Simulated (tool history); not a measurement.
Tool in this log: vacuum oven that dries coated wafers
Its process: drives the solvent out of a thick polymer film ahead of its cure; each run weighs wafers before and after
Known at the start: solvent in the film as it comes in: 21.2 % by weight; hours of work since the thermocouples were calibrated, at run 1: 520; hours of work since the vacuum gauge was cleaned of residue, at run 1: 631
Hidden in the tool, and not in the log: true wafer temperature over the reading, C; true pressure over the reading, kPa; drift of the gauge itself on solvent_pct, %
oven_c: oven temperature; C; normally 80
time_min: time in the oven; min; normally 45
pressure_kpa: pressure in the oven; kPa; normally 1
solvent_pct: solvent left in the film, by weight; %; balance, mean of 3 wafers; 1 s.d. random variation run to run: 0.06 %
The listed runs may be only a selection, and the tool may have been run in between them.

| run | hour | oven_c | time_min | pressure_kpa | hours of work since the thermocouples were calibrated | hours of work since the vacuum gauge was cleaned of residue | solvent_pct |
|---|---|---|---|---|---|---|---|
| 1 | 0 | 80 | 45 | 1 | 520 | 631 | 5.01 |
| 2 | 42.7 | 80 | 45 | 1 | 540 | 650 | 4.93 |
| 3 | 77.1 | 80 | 45 | 3.76 | 556 | 667 | 5.78 |
| 4 | 121.1 | 80 | 45 | 3.76 | 576 | 687 | 5.72 |
| 5 | 161 | 80 | 33 | 3.76 | 595 | 706 | 7.59 |
| 6 | 232.9 | 82 | 33 | 3.76 | 629 | 739 | 6.98 |
| 7 | 291.1 | 80 | 45 | 0.72 | 656 | 767 | 4.86 |
| 8 | 355.2 | 80 | 45 | 3.62 | 686 | 796 | 5.66 |
| 9 | 413.7 | 80 | 45 | 3.62 | 713 | 824 | 5.65 |
| 10 | 486.5 | 80 | 45 | 3.62 | 747 | 858 | 5.61 |
| 11 | 557.6 | 80 | 45 | 2.45 | 780 | 891 | 5.27 |
| 12 | 592.2 | 80 | 45 | 2.45 | 797 | 907 | 5.34 |
| 13 | 622.6 | 80 | 45 | 2.45 | 811 | 921 | 5.3 |
| 14 | 669.8 | 80 | 45 | 2.45 | 833 | 943 | 5.3 |
|  | 703.1 | oven's thermocouples calibrated |
| 15 | 705.7 | 80 | 45 | 1.06 | 1 | 959 | 5.19 |
| 16 | 753.7 | 80 | 45 | 1 | 24 | 982 | 5.25 |
| 17 | 824.1 | 80 | 66 | 1 | 57 | 1015 | 3.13 |
| 18 | 878 | 80 | 47 | 1 | 82 | 1040 | 4.89 |
| 19 | 923.5 | 66 | 45 | 1 | 103 | 1061 | 8.91 |
| 20 | 978.9 | 66 | 45 | 1 | 129 | 1087 | 9.02 |
| 21 | 1011.9 | 92 | 45 | 1 | 144 | 1102 | 2.42 |
| 22 | 1078.7 | 80 | 45 | 1 | 176 | 1134 | 5.11 |
| 23 | 1140 | 83 | 45 | 1 | 204 | 1162 | 4.24 |
| 24 | 1184.2 | 80 | 45 | 0.99 | 225 | 1183 | 5.23 |
| 25 | 1242.7 | 66 | 52 | 3.82 | 252 | 1210 | 9.32 |
| 26 | 1295.5 | 66 | 52 | 3.82 | 277 | 1235 | 9.35 |
| 27 | 1342.6 | 66 | 26 | 0.67 | 299 | 1257 | 11.88 |
| 28 | 1385.1 | 86 | 46 | 3.88 | 319 | 1277 | 4.18 |
| 29 | 1427.3 | 86 | 46 | 3.88 | 338 | 1296 | 4.09 |
| 30 | 1499.6 | 80 | 45 | 0.67 | 372 | 1330 | 4.94 |
| 31 | 1567.5 | 80 | 45 | 0.67 | 404 | 1362 | 4.9 |
| 32 | 1621.3 | 80 | 45 | 0.67 | 429 | 1387 | 4.86 |
| 33 | 1674 | 80 | 45 | 0.67 | 454 | 1412 | 4.97 |
| 34 | 1729.8 | 79 | 32 | 1 | 480 | 1438 | 7.3 |
| 35 | 1777.4 | 75 | 39 | 2.43 | 502 | 1460 | 7.71 |
| 36 | 1809 | 75 | 39 | 2.43 | 517 | 1475 | 7.73 |
| 37 | 1857.2 | 75 | 39 | 2.43 | 539 | 1497 | 7.5 |
| 38 | 1887.2 | 75 | 39 | 2.43 | 553 | 1511 | 7.54 |
| 39 | 1922.1 | 75 | 39 | 2.43 | 570 | 1528 | 7.71 |
| 40 | 1963.3 | 76 | 22 | 1.05 | 589 | 1547 | 10.34 |
|  | 1994 | vacuum gauge cleaned of residue and calibrated |
| 41 | 2024.7 | 76 | 22 | 1.05 | 617 | 14 | 10.1 |
| 42 | 2064.8 | 76 | 22 | 1.05 | 636 | 33 | 10 |
| 43 | 2119.8 | 80 | 45 | 0.83 | 661 | 59 | 4.66 |
| 44 | 2158.8 | 80 | 45 | 0.83 | 679 | 77 | 4.77 |
| 45 | 2201.1 | 80 | 30 | 0.53 | 699 | 97 | 7.05 |
| 46 | 2268.2 | 80 | 30 | 0.53 | 731 | 128 | 7.11 |

Some steps in solvent_pct between neighbouring runs. How much of each would the tool show without its hidden state too (settings, what came in, random variation), and how much is left for the hidden state, with any gauge scatter that isn't in both results?
Run 14 -> 15: pressure_kpa 2.45 -> 1.06, oven's thermocouples calibrated. solvent_pct -0.11 %: hidden state +0.34, all else -0.45.
Run 20 -> 21: oven_c 66 -> 92. solvent_pct -6.6 %: hidden state +0, all else -6.6.
Run 27 -> 28: oven_c 66 -> 86, time_min 26 -> 46, pressure_kpa 0.67 -> 3.88. solvent_pct -7.7 %: hidden state -0.05, all else -7.65.
Run 40 -> 41: vacuum gauge cleaned of residue and calibrated. solvent_pct -0.24 %: hidden state -0.1, all else -0.14.
Run 42 -> 43: oven_c 76 -> 80, time_min 22 -> 45, pressure_kpa 1.05 -> 0.83. solvent_pct -5.34 %: hidden state -0.05, all else -5.29.
